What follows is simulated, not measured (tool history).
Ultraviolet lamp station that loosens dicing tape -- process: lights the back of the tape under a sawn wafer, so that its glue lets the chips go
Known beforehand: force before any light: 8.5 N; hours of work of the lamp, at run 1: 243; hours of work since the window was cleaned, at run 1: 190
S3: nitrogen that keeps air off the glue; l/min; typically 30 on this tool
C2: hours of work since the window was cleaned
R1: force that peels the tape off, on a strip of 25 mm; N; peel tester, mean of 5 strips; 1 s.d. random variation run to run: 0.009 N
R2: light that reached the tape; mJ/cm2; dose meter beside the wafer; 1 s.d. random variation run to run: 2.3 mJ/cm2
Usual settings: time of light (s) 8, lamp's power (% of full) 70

{"run": 1, "hour": 0.0, "time of light (s)": 8, "lamp's power (% of full)": 70, "S3": 30, "hours of work of the lamp": 243, "C2": 190, "R1": 0.564, "R2": 170}
{"run": 2, "hour": 10.3, "time of light (s)": 8, "lamp's power (% of full)": 70, "S3": 36, "hours of work of the lamp": 250, "C2": 196, "R1": 0.522, "R2": 170}
{"run": 3, "hour": 19.7, "time of light (s)": 8, "lamp's power (% of full)": 70, "S3": 34, "hours of work of the lamp": 255, "C2": 202, "R1": 0.537, "R2": 170}
{"run": 4, "hour": 28.2, "time of light (s)": 8, "lamp's power (% of full)": 70, "S3": 34, "hours of work of the lamp": 261, "C2": 207, "R1": 0.579, "R2": 162}
{"run": 5, "hour": 34.5, "time of light (s)": 8, "lamp's power (% of full)": 70, "S3": 34, "hours of work of the lamp": 264, "C2": 211, "R1": 0.565, "R2": 163}
{"run": 6, "hour": 43.2, "time of light (s)": 8, "lamp's power (% of full)": 70, "S3": 34, "hours of work of the lamp": 270, "C2": 216, "R1": 0.579, "R2": 164}
{"run": 7, "hour": 48.6, "time of light (s)": 8, "lamp's power (% of full)": 70, "S3": 34, "hours of work of the lamp": 273, "C2": 219, "R1": 0.602, "R2": 162}
{"run": 8, "hour": 54.8, "time of light (s)": 8, "lamp's power (% of full)": 70, "S3": 34, "hours of work of the lamp": 277, "C2": 223, "R1": 0.577, "R2": 163}
{"run": 9, "hour": 65.7, "time of light (s)": 8, "lamp's power (% of full)": 70, "S3": 34, "hours of work of the lamp": 284, "C2": 230, "R1": 0.576, "R2": 161}
{"run": 10, "hour": 76.5, "time of light (s)": 8, "lamp's power (% of full)": 70, "S3": 30, "hours of work of the lamp": 290, "C2": 236, "R1": 0.648, "R2": 159}
{"run": 11, "hour": 83.8, "time of light (s)": 8, "lamp's power (% of full)": 70, "S3": 30, "hours of work of the lamp": 295, "C2": 241, "R1": 0.636, "R2": 155}
{"run": 12, "hour": 91.4, "time of light (s)": 8, "lamp's power (% of full)": 91, "S3": 30, "hours of work of the lamp": 299, "C2": 245, "R1": 0.388, "R2": 204}
{"run": 13, "hour": 97.5, "time of light (s)": 8, "lamp's power (% of full)": 70, "S3": 17, "hours of work of the lamp": 303, "C2": 249, "R1": 0.839, "R2": 157}
{"run": 14, "hour": 105.2, "time of light (s)": 8, "lamp's power (% of full)": 70, "S3": 17, "hours of work of the lamp": 308, "C2": 254, "R1": 0.844, "R2": 157}
{"run": 15, "hour": 114.0, "time of light (s)": 8, "lamp's power (% of full)": 70, "S3": 17, "hours of work of the lamp": 313, "C2": 259, "R1": 0.881, "R2": 156}
{"run": 16, "hour": 121.2, "time of light (s)": 8, "lamp's power (% of full)": 99, "S3": 30, "hours of work of the lamp": 317, "C2": 264, "R1": 0.347, "R2": 218}
{"run": 17, "hour": 130.4, "time of light (s)": 8, "lamp's power (% of full)": 70, "S3": 30, "hours of work of the lamp": 323, "C2": 269, "R1": 0.677, "R2": 154}
{"run": 18, "hour": 140.0, "time of light (s)": 8, "lamp's power (% of full)": 70, "S3": 30, "hours of work of the lamp": 329, "C2": 275, "R1": 0.677, "R2": 157}
{"hour": 141.8, "done": "window cleaned of glue's vapour"}
{"run": 19, "hour": 148.1, "time of light (s)": 9, "lamp's power (% of full)": 70, "S3": 30, "hours of work of the lamp": 334, "C2": 4, "R1": 0.45, "R2": 186}
{"run": 20, "hour": 159.0, "time of light (s)": 8, "lamp's power (% of full)": 70, "S3": 30, "hours of work of the lamp": 340, "C2": 11, "R1": 0.565, "R2": 171}
{"run": 21, "hour": 166.9, "time of light (s)": 8, "lamp's power (% of full)": 70, "S3": 12, "hours of work of the lamp": 345, "C2": 15, "R1": 0.9, "R2": 166}
{"run": 22, "hour": 174.9, "time of light (s)": 8, "lamp's power (% of full)": 70, "S3": 20, "hours of work of the lamp": 350, "C2": 20, "R1": 0.696, "R2": 159}
{"run": 23, "hour": 184.8, "time of light (s)": 8, "lamp's power (% of full)": 64, "S3": 30, "hours of work of the lamp": 356, "C2": 26, "R1": 0.703, "R2": 149}
{"run": 24, "hour": 190.6, "time of light (s)": 8, "lamp's power (% of full)": 99, "S3": 39, "hours of work of the lamp": 360, "C2": 30, "R1": 0.296, "R2": 228}
{"run": 25, "hour": 199.0, "time of light (s)": 8, "lamp's power (% of full)": 79, "S3": 17, "hours of work of the lamp": 365, "C2": 35, "R1": 0.612, "R2": 182}
{"run": 26, "hour": 210.1, "time of light (s)": 8, "lamp's power (% of full)": 79, "S3": 17, "hours of work of the lamp": 371, "C2": 42, "R1": 0.654, "R2": 182}
{"run": 27, "hour": 216.9, "time of light (s)": 8, "lamp's power (% of full)": 79, "S3": 17, "hours of work of the lamp": 376, "C2": 46, "R1": 0.633, "R2": 186}
{"run": 28, "hour": 226.6, "time of light (s)": 4, "lamp's power (% of full)": 70, "S3": 30, "hours of work of the lamp": 382, "C2": 52, "R1": 2.052, "R2": 78}
{"run": 29, "hour": 234.7, "time of light (s)": 7, "lamp's power (% of full)": 67, "S3": 44, "hours of work of the lamp": 386, "C2": 57, "R1": 0.782, "R2": 131}
{"run": 30, "hour": 239.8, "time of light (s)": 5, "lamp's power (% of full)": 79, "S3": 30, "hours of work of the lamp": 390, "C2": 60, "R1": 1.16, "R2": 112}
{"run": 31, "hour": 250.4, "time of light (s)": 15, "lamp's power (% of full)": 64, "S3": 30, "hours of work of the lamp": 396, "C2": 66, "R1": 0.263, "R2": 268}
{"run": 32, "hour": 259.3, "time of light (s)": 13, "lamp's power (% of full)": 62, "S3": 22, "hours of work of the lamp": 402, "C2": 72, "R1": 0.372, "R2": 224}
{"run": 33, "hour": 265.7, "time of light (s)": 9, "lamp's power (% of full)": 95, "S3": 21, "hours of work of the lamp": 405, "C2": 76, "R1": 0.349, "R2": 239}
{"run": 34, "hour": 273.2, "time of light (s)": 7, "lamp's power (% of full)": 95, "S3": 19, "hours of work of the lamp": 410, "C2": 80, "R1": 0.611, "R2": 186}

What does the tool deliver on the next run?
{"run": 35, "hour": 282.8, "time of light (s)": 8, "lamp's power (% of full)": 70, "S3": 16, "hours of work of the lamp": 416, "C2": 86, "R1": "?", "R2": "?"}

R1: 0.907 N
R2: 150 mJ/cm2
Had the tool carried no hidden state, the very same run would have given R1 0.488 N, R2 208 mJ/cm2.
